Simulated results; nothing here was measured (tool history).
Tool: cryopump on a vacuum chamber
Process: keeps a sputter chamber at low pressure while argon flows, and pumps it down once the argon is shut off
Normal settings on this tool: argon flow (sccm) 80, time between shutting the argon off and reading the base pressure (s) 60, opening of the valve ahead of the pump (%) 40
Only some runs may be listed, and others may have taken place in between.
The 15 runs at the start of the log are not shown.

run     day  argon flow (sccm)  time between shutting the argon off and reading the base pressure (s)  opening of the valve ahead of the pump (%)  pressure while argon flows (Pa)  pressure after the wait (uPa)
 16  42.979                 80                                                                     60                                          40                           0.3292                           1.80
 17  45.367                 80                                                                     60                                          40                           0.3307                           1.83
 18  47.150                 80                                                                     60                                          40                           0.3321                           1.78
 19  51.371                 80                                                                     60                                          40                           0.3361                           1.81
 20  53.300                 80                                                                     60                                          40                           0.3404                           1.76
 21  55.354                 80                                                                     60                                          40                           0.3382                           1.81
 22  58.738                 33                                                                     89                                          37                           0.1515                           1.41
 23  62.562                 33                                                                     89                                          37                           0.1531                           1.44

What does the tool deliver on the next run?
 24  65.858                 33                                                                     42                                          25                                ?                              ?

Run 24 produced pressure while argon flows (Pa) 0.2186, pressure after the wait (uPa) 2.49.
With no hidden state in the tool, this same run would have given pressure while argon flows (Pa) 0.2009, pressure after the wait (uPa) 2.20.
